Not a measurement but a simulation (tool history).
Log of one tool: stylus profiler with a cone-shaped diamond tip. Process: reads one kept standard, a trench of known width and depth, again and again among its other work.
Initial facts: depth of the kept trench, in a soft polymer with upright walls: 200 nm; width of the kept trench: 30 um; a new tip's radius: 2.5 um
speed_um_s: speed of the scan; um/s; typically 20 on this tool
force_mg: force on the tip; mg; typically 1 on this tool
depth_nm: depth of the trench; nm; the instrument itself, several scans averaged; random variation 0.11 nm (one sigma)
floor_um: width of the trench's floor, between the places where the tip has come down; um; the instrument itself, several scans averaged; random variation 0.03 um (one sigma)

run   hour  speed_um_s  force_mg  depth_nm  floor_um
  1      0          20         1    201.05     27.79
  2   32.1          20         1    200.96     27.77
  3   74.9          20         1    201.07     27.78
  4  109.8          20         1    201.05     27.76
  5  167.4          14         1     200.8      27.7
  6  221.6          14         1    200.86     27.67
  7  256.6          20      1.98    201.76     27.65
  8  323.9          20      1.98    201.55     27.73
  9  352.5          19         1    200.71     27.69
 10  416.1           5      1.35    200.93     27.75
 11  454.9           5      1.35    200.93     27.72
 12  494.4           5      1.35    200.91     27.69
 13  556.4          13      1.26    201.01     27.65
 14  598.2          13      1.26    200.85     27.66
 15  647.8          20      1.28    200.86     27.62
 16  715.1          28      0.96    200.62      27.6
 17  777.2          12         1    200.62     27.62

What if the next run were any one of these 5? Each begins from the tool's condition after run 17:
  A  835.4          20      0.93         ?         ?
  B  835.4          22         1         ?         ?
  C  835.4          20      0.61         ?         ?
  D  835.4          12      0.72         ?         ?
  E  835.4          54      0.61         ?         ?

run  depth_nm  floor_um
  A    200.65      27.6
  B    200.75     27.51
  C    200.18     27.57
  D     200.3      27.6
  E    200.18     27.39
With no hidden state in the tool, these same runs would have given:
run  depth_nm  floor_um
  A    201.35        28
  B    201.45     27.92
  C    200.88     27.98
  D       201     28.01
  E    200.88      27.8
